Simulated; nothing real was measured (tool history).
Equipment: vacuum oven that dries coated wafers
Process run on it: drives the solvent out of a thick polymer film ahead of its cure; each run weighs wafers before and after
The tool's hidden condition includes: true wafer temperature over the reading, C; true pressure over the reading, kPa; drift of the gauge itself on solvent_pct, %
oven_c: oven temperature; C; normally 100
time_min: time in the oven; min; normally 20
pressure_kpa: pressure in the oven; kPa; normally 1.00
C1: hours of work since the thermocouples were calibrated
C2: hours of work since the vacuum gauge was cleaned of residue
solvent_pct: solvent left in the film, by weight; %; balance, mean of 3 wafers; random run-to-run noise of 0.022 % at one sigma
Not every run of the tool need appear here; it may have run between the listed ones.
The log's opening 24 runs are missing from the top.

Run 25, hour 757.4: usual settings but oven_c 108 C, time_min 16 min, pressure_kpa 0.94 kPa; C1 199; C2 57. Result: solvent_pct 1.67 %.
Run 26, hour 779.8: usual settings but oven_c 114 C, time_min 27 min, pressure_kpa 1.52 kPa; C1 214; C2 73. Result: solvent_pct 0.51 %.
Run 27, hour 811.1: usual settings but time_min 11 min, pressure_kpa 1.36 kPa; C1 237; C2 95. Result: solvent_pct 5.25 %.
Run 28, hour 838.3: usual settings but time_min 24 min, pressure_kpa 1.36 kPa; C1 256; C2 115. Result: solvent_pct 2.00 %.
Run 29, hour 876.9: usual settings but oven_c 89 C, pressure_kpa 1.10 kPa; C1 283; C2 142. Result: solvent_pct 5.31 %.
Run 30, hour 915.7: usual settings but oven_c 93 C, time_min 31 min, pressure_kpa 3.61 kPa; C1 310; C2 169. Result: solvent_pct 3.83 %.
Run 31, hour 947.7: usual settings but oven_c 93 C, time_min 31 min, pressure_kpa 3.61 kPa; C1 333; C2 192. Result: solvent_pct 3.85 %.
Run 32, hour 976.7: usual settings but time_min 10 min, pressure_kpa 1.67 kPa; C1 353; C2 212. Result: solvent_pct 5.89 %.
Run 33, hour 999.2: usual settings but time_min 23 min, pressure_kpa 0.51 kPa; C1 369; C2 228. Result: solvent_pct 1.72 %.

3 ways to go on from here, each from the tool as it stands after run 33. What would each give?
Run A, hour 1023.2: usual settings but pressure_kpa 0.61 kPa; C1 386; C2 245. Result: solvent_pct ?.
Run B, hour 1023.2: usual settings but oven_c 109 C, time_min 12 min; C1 386; C2 245. Result: solvent_pct ?.
Run C, hour 1023.2: usual settings but time_min 11 min, pressure_kpa 0.51 kPa; C1 386; C2 245. Result: solvent_pct ?.

run  solvent_pct
  A         2.34
  B         2.59
  C         4.96
Had the tool no hidden state, the same runs would have come out as:
run  solvent_pct
  A         2.25
  B         2.50
  C         4.85
